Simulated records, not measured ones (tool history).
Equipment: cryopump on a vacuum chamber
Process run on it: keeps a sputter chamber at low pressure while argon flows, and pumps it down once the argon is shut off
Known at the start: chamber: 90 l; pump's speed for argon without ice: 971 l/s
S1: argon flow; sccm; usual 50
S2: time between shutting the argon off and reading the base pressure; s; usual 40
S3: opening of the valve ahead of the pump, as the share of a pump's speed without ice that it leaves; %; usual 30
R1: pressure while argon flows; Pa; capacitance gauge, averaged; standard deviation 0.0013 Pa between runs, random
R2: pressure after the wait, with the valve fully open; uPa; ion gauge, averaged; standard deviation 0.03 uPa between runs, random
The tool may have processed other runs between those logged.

run     day  S1   S2  S3      R1    R2
  1       0  50   40  30  0.3006  3.35
  2   1.292  50   40  30     0.3  3.38
  3   1.867  69   40  30  0.4147  3.36
  4     2.5  69   40  30  0.4152  3.46
  5   3.738  69   40  30  0.4135  3.37
  6   4.975  69   40  30  0.4185  3.38
  7   6.079  69   40  30  0.4156  3.51
  8     6.7  50   40  30  0.3012  3.47
  9   7.304  42  204  30  0.2543  2.59
 10   8.429  47   40  25  0.3394  3.74
 11   9.808  47   40  25  0.3396  3.63
 12  11.192  83   34  23  0.6496  3.85
 13  12.096  83   34  23  0.6489  3.91

Run 14 is up next; what results do you expect?
 14  12.95  50  135  55   ?   ?

{"run 14": {"R1": 0.1725, "R2": 2.86}}
Had the tool carried no hidden state, the very same run would have given R1 0.1575 Pa, R2 0.63 uPa.
